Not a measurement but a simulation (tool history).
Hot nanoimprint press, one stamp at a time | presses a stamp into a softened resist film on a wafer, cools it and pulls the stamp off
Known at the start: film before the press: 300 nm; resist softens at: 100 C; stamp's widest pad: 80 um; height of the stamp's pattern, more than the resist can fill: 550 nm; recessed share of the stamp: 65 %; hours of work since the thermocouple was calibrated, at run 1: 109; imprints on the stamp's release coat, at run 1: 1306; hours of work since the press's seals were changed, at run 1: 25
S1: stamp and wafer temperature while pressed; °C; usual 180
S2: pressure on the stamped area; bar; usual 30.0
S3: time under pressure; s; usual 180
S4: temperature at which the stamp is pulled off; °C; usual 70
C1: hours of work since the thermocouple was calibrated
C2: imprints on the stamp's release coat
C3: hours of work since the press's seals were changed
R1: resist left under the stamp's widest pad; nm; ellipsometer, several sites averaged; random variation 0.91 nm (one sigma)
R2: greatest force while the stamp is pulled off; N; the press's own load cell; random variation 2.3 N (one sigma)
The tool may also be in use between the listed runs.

| run | day | S1 | S2 | S3 | S4 | C1 | C2 | C3 | R1 | R2 |
|---|---|---|---|---|---|---|---|---|---|---|
| 1 | 0.000 | 180 | 30.0 | 180 | 70 | 109 | 1306 | 25 | 127.8 | 132 |
| 2 | 0.783 | 180 | 30.0 | 180 | 70 | 121 | 1386 | 38 | 127.3 | 124 |
| 3 | 1.421 | 180 | 30.0 | 180 | 70 | 131 | 1452 | 48 | 127.4 | 129 |
| 4 | 2.217 | 180 | 30.0 | 180 | 70 | 144 | 1533 | 60 | 126.4 | 129 |
| 5 | 2.925 | 180 | 30.0 | 180 | 70 | 155 | 1606 | 71 | 127.1 | 127 |
| 6 | 3.679 | 180 | 30.0 | 180 | 70 | 166 | 1683 | 83 | 127.4 | 133 |
| 7 | 4.575 | 180 | 30.0 | 180 | 70 | 180 | 1775 | 97 | 128.5 | 132 |
| 8 | 5.479 | 180 | 30.0 | 180 | 70 | 195 | 1868 | 111 | 127.9 | 137 |
| 9 | 6.042 | 174 | 31.6 | 180 | 70 | 203 | 1926 | 120 | 145.5 | 134 |
| 10 | 6.525 | 188 | 23.8 | 267 | 70 | 211 | 1975 | 127 | 104.3 | 133 |
| 11 | 7.212 | 180 | 35.9 | 180 | 70 | 222 | 2046 | 138 | 117.2 | 137 |
| 12 | 8.025 | 178 | 30.0 | 123 | 70 | 234 | 2129 | 151 | 153.6 | 140 |
|  | 8.758 | stamp cleaned and given a new release coat |
| 13 | 9.096 | 180 | 26.2 | 180 | 62 | 247 | 35 | 164 | 137.5 | 128 |
| 14 | 9.838 | 173 | 26.2 | 296 | 62 | 259 | 111 | 175 | 138.5 | 125 |
| 15 | 10.488 | 173 | 22.9 | 340 | 62 | 269 | 177 | 186 | 141.9 | 130 |

3 ways to go on from here, each from the tool as it stands after run 15. What would each give?
| A | 11.217 | 173 | 27.4 | 340 | 69 | 280 | 252 | 197 | ? | ? |
| B | 11.217 | 181 | 30.0 | 180 | 70 | 280 | 252 | 197 | ? | ? |
| C | 11.217 | 173 | 35.8 | 94 | 62 | 280 | 252 | 197 | ? | ? |

| run | R1 | R2 |
|---|---|---|
| A | 129.0 | 117 |
| B | 127.7 | 113 |
| C | 172.2 | 130 |
Without the tool's hidden state the same runs would have given:
| run | R1 | R2 |
|---|---|---|
| A | 125.6 | 111 |
| B | 124.6 | 108 |
| C | 168.0 | 124 |
